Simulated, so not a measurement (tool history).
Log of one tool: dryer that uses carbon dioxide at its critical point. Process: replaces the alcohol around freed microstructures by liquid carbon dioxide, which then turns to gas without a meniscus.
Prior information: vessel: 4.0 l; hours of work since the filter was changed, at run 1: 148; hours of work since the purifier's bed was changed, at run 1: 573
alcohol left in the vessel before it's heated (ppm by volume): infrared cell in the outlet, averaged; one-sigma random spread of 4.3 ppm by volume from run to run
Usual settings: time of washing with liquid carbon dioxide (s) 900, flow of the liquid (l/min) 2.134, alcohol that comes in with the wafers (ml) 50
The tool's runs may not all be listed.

run,hour,time of washing with liquid carbon dioxide (s),flow of the liquid (l/min),alcohol that comes in with the wafers (ml),hours of work since the filter was changed,hours of work since the purifier's bed was changed,alcohol left in the vessel before it's heated (ppm by volume)
1,0.0,900,2.134,50,148,573,58
2,15.7,900,2.134,50,157,582,63
3,28.9,900,2.134,50,165,590,55
4,44.5,900,2.134,50,174,599,59
5,58.9,900,2.134,50,183,608,52
6,78.4,900,2.134,50,194,619,65
7,100.9,900,2.134,50,208,632,61
8,124.4,1380,1.510,85,222,646,68
# hour 128.8: inlet filter changed
9,148.3,1380,1.300,85,12,660,76
10,159.2,1380,1.300,85,18,666,67
11,171.6,1380,1.300,45,25,674,65
12,181.9,780,1.300,37,31,680,200

Forecast run 13:
13,198.4,780,1.300,37,41,690,?

{"run 13": {"alcohol left in the vessel before it's heated (ppm by volume)": 216}}
With no hidden state in the tool, this same run would have given alcohol left in the vessel before it's heated (ppm by volume) 152.
